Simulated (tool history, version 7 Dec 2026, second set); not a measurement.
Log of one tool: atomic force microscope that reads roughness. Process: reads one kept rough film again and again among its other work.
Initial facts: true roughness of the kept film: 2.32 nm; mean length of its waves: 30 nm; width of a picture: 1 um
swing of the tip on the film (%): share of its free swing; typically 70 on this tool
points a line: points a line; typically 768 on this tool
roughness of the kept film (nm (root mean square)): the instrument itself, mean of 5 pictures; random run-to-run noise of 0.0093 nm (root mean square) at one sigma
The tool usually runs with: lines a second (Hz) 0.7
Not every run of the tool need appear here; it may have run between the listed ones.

run	hour	lines a second (Hz)	swing of the tip on the film (%)	points a line	roughness of the kept film (nm (root mean square))
1	0	0.7	70	768	1.823
# hour 9.3: new tip fitted
2	37.5	0.7	70	768	2.047
3	65.1	0.7	70	768	2.031
4	97.6	0.7	70	667	1.997
5	120.5	0.7	70	667	1.967
6	171.4	0.7	70	667	1.936
7	216.8	0.7	70	768	1.884
8	242.9	0.7	70	768	1.869
9	291.6	0.7	70	257	1.801
10	321.5	0.7	70	257	1.781
# hour 328: new tip fitted
11	374.8	0.7	70	257	2.01
12	403.9	0.7	70	257	2.001
13	437.7	0.7	70	257	1.959
14	491.8	0.7	70	257	1.891
# hour 497.7: height scale calibrated on a step standard
15	535.4	0.7	70	768	1.895
16	581.2	0.7	70	455	1.86
# hour 614.9: height scale calibrated on a step standard, once more
17	615.3	0.7	70	768	1.819
# hour 649.6: new tip fitted
18	657.1	0.7	70	674	2.078
19	702.9	0.7	70	674	2.046
20	743.4	0.7	70	674	2
21	772.5	0.7	70	674	1.984
22	823.4	0.7	70	674	1.934
23	877	0.7	70	674	1.896
24	899.4	0.7	64	747	1.895
25	945.1	2.802	74	523	1.615
# hour 970.1: new tip fitted
26	993.5	1.037	56	575	2.076
27	1045	2.111	73	768	1.844
28	1069	2.111	73	768	1.844
29	1102.5	2.77	69	387	1.787
30	1132.5	2.77	76	308	1.655
31	1163.4	1.029	74	331	1.83
32	1196.8	0.7	60	768	1.906
33	1242.3	0.7	60	768	1.859
# hour 1290.5: new tip fitted
34	1296.3	1.762	86	347	1.794
35	1325.1	2.431	59	279	1.989
36	1376.9	2.431	59	279	1.931
37	1399	1.827	70	362	1.884
38	1433	0.603	80	618	1.923
39	1469.7	0.603	80	618	1.888
40	1504.1	0.603	80	618	1.891
41	1528.6	0.7	70	575	1.87
42	1570.5	2.104	70	588	1.726
# hour 1608.2: new tip fitted
43	1608.2	3.815	88	533	1.474
44	1632.9	0.973	81	365	1.95
45	1682.5	0.634	70	741	2.039

What if the next run were any one of these 3? Each begins from the tool's condition after run 45:
A	1713.1	1.727	75	768	?
B	1713.1	0.7	70	311	?
C	1713.1	2.015	66	352	?

run	roughness of the kept film (nm (root mean square))
A	1.85
B	1.974
C	1.881
Take away the tool's hidden state, keep each run's random variation, and the runs would have read:
run	roughness of the kept film (nm (root mean square))
A	1.948
B	2.079
C	1.981

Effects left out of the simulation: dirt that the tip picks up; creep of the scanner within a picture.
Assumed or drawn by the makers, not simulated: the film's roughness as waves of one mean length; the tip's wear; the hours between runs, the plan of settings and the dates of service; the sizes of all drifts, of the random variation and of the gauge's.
